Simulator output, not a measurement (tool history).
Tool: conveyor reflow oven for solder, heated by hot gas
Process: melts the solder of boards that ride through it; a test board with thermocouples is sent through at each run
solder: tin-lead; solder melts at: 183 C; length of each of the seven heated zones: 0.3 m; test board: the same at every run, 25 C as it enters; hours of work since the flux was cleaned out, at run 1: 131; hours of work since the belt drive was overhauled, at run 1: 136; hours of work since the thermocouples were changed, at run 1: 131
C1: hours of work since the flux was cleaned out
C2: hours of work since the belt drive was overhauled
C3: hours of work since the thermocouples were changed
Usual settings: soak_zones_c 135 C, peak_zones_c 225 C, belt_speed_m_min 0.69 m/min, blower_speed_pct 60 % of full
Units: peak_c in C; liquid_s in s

Run 1, hour 0: usual settings; C1 131; C2 136; C3 131. Result: peak_c 202.8 C, liquid_s 26.6 s.
Run 2, hour 7.3: usual settings but peak_zones_c 238 C; C1 134; C2 139; C3 134. Result: peak_c 212.9 C, liquid_s 35.3 s.
Run 3, hour 13.2: usual settings but peak_zones_c 226 C; C1 137; C2 142; C3 137. Result: peak_c 203.1 C, liquid_s 28.4 s.
Run 4, hour 21.8: usual settings; C1 141; C2 146; C3 141. Result: peak_c 202.4 C, liquid_s 28.1 s.
Run 5, hour 31.1: usual settings; C1 145; C2 150; C3 145. Result: peak_c 203.1 C, liquid_s 27.6 s.
Run 6, hour 40.2: usual settings but soak_zones_c 136 C; C1 149; C2 154; C3 149. Result: peak_c 203.5 C, liquid_s 28.2 s.
Run 7, hour 49: usual settings but soak_zones_c 136 C; C1 154; C2 158; C3 154. Result: peak_c 203.6 C, liquid_s 28.4 s.
Run 8, hour 55.3: usual settings but soak_zones_c 136 C; C1 156; C2 161; C3 156. Result: peak_c 203.6 C, liquid_s 28.4 s.
Run 9, hour 61.8: usual settings; C1 159; C2 164; C3 159. Result: peak_c 203 C, liquid_s 27.8 s.
Run 10, hour 69.4: usual settings; C1 163; C2 168; C3 163. Result: peak_c 203.1 C, liquid_s 27.8 s.
At hour 73.9: belt drive overhauled, speed set with a stopwatch.
Run 11, hour 79.4: usual settings but blower_speed_pct 65 % of full; C1 166; C2 3; C3 166. Result: peak_c 203.9 C, liquid_s 29.3 s.
Run 12, hour 83.4: usual settings but belt_speed_m_min 0.804 m/min, blower_speed_pct 65 % of full; C1 168; C2 4; C3 168. Result: peak_c 198.1 C, liquid_s 19.8 s.
Run 13, hour 91.2: usual settings but peak_zones_c 222 C; C1 171; C2 8; C3 171. Result: peak_c 200.4 C, liquid_s 25.4 s.
Run 14, hour 97: usual settings but peak_zones_c 222 C; C1 174; C2 11; C3 174. Result: peak_c 199.8 C, liquid_s 25.8 s.
Run 15, hour 103.8: usual settings but peak_zones_c 222 C, blower_speed_pct 88 % of full; C1 177; C2 14; C3 177. Result: peak_c 205.7 C, liquid_s 32.2 s.
Run 16, hour 109: usual settings but peak_zones_c 226 C, blower_speed_pct 89 % of full; C1 179; C2 16; C3 179. Result: peak_c 209.9 C, liquid_s 34.4 s.
Run 17, hour 115.1: usual settings but soak_zones_c 123 C, peak_zones_c 218 C, blower_speed_pct 83 % of full; C1 182; C2 19; C3 182. Result: peak_c 199 C, liquid_s 24.1 s.
Run 18, hour 122.1: usual settings but peak_zones_c 228 C; C1 185; C2 22; C3 185. Result: peak_c 206.2 C, liquid_s 29.1 s.
At hour 132.5: belt drive overhauled, speed set with a stopwatch, once more.
Run 19, hour 132.7: usual settings but belt_speed_m_min 0.562 m/min; C1 188; C2 0; C3 188. Result: peak_c 209 C, liquid_s 41.7 s.
Run 20, hour 141.2: usual settings but soak_zones_c 139 C, peak_zones_c 231 C, belt_speed_m_min 0.584 m/min, blower_speed_pct 70 % of full; C1 192; C2 4; C3 192. Result: peak_c 216.3 C, liquid_s 46.3 s.
Run 21, hour 149: usual settings but soak_zones_c 133 C, peak_zones_c 233 C, belt_speed_m_min 0.713 m/min, blower_speed_pct 87 % of full; C1 196; C2 8; C3 196. Result: peak_c 212.7 C, liquid_s 34.5 s.
Run 22, hour 155.8: usual settings but soak_zones_c 133 C, peak_zones_c 233 C, belt_speed_m_min 0.713 m/min, blower_speed_pct 87 % of full; C1 199; C2 11; C3 199. Result: peak_c 213.9 C, liquid_s 34.3 s.
Run 23, hour 163.2: usual settings but soak_zones_c 133 C, peak_zones_c 233 C, belt_speed_m_min 0.713 m/min, blower_speed_pct 87 % of full; C1 202; C2 14; C3 202. Result: peak_c 213.5 C, liquid_s 34.6 s.
Run 24, hour 171.7: usual settings but soak_zones_c 133 C, peak_zones_c 233 C, belt_speed_m_min 0.713 m/min, blower_speed_pct 87 % of full; C1 206; C2 18; C3 206. Result: peak_c 213.8 C, liquid_s 35 s.
Run 25, hour 175.9: usual settings but soak_zones_c 133 C, peak_zones_c 233 C, belt_speed_m_min 0.77 m/min, blower_speed_pct 61 % of full; C1 208; C2 20; C3 208. Result: peak_c 204.9 C, liquid_s 24.8 s.
Run 26, hour 180.5: usual settings but soak_zones_c 133 C, belt_speed_m_min 0.622 m/min; C1 210; C2 22; C3 210. Result: peak_c 204.9 C, liquid_s 33.6 s.
Run 27, hour 187.2: usual settings but soak_zones_c 133 C, belt_speed_m_min 0.622 m/min; C1 214; C2 25; C3 214. Result: peak_c 205 C, liquid_s 33.5 s.
Run 28, hour 191.8: usual settings but soak_zones_c 133 C, peak_zones_c 235 C, belt_speed_m_min 0.622 m/min; C1 216; C2 27; C3 216. Result: peak_c 212.9 C, liquid_s 39.2 s.
Run 29, hour 198.6: usual settings but soak_zones_c 133 C, peak_zones_c 217 C, belt_speed_m_min 0.594 m/min; C1 219; C2 30; C3 219. Result: peak_c 200.1 C, liquid_s 30.5 s.
Run 30, hour 204.4: usual settings but soak_zones_c 144 C, peak_zones_c 217 C, belt_speed_m_min 0.748 m/min; C1 221; C2 33; C3 221. Result: peak_c 195.6 C, liquid_s 21.1 s.

4 ways to go on from here, each from the tool as it stands after run 30. What would each give?
Run A, hour 209.7: usual settings but soak_zones_c 134 C, peak_zones_c 226 C, belt_speed_m_min 0.731 m/min; C1 224; C2 36; C3 224. Result: peak_c ?, liquid_s ?.
Run B, hour 209.7: usual settings but belt_speed_m_min 0.562 m/min; C1 224; C2 36; C3 224. Result: peak_c ?, liquid_s ?.
Run C, hour 209.7: usual settings but soak_zones_c 142 C; C1 224; C2 36; C3 224. Result: peak_c ?, liquid_s ?.
Run D, hour 209.7: usual settings but soak_zones_c 144 C, peak_zones_c 217 C, belt_speed_m_min 0.748 m/min, blower_speed_pct 82 % of full; C1 224; C2 36; C3 224. Result: peak_c ?, liquid_s ?.

run  peak_c  liquid_s
  A   201.1      23.4
  B   208.7        41
  C   203.8      31.4
  D   200.4      25.9
Without the tool's hidden state the same runs would have given:
run  peak_c  liquid_s
  A     203      25.1
  B   210.3      42.4
  C   205.5      32.9
  D   202.2      27.6

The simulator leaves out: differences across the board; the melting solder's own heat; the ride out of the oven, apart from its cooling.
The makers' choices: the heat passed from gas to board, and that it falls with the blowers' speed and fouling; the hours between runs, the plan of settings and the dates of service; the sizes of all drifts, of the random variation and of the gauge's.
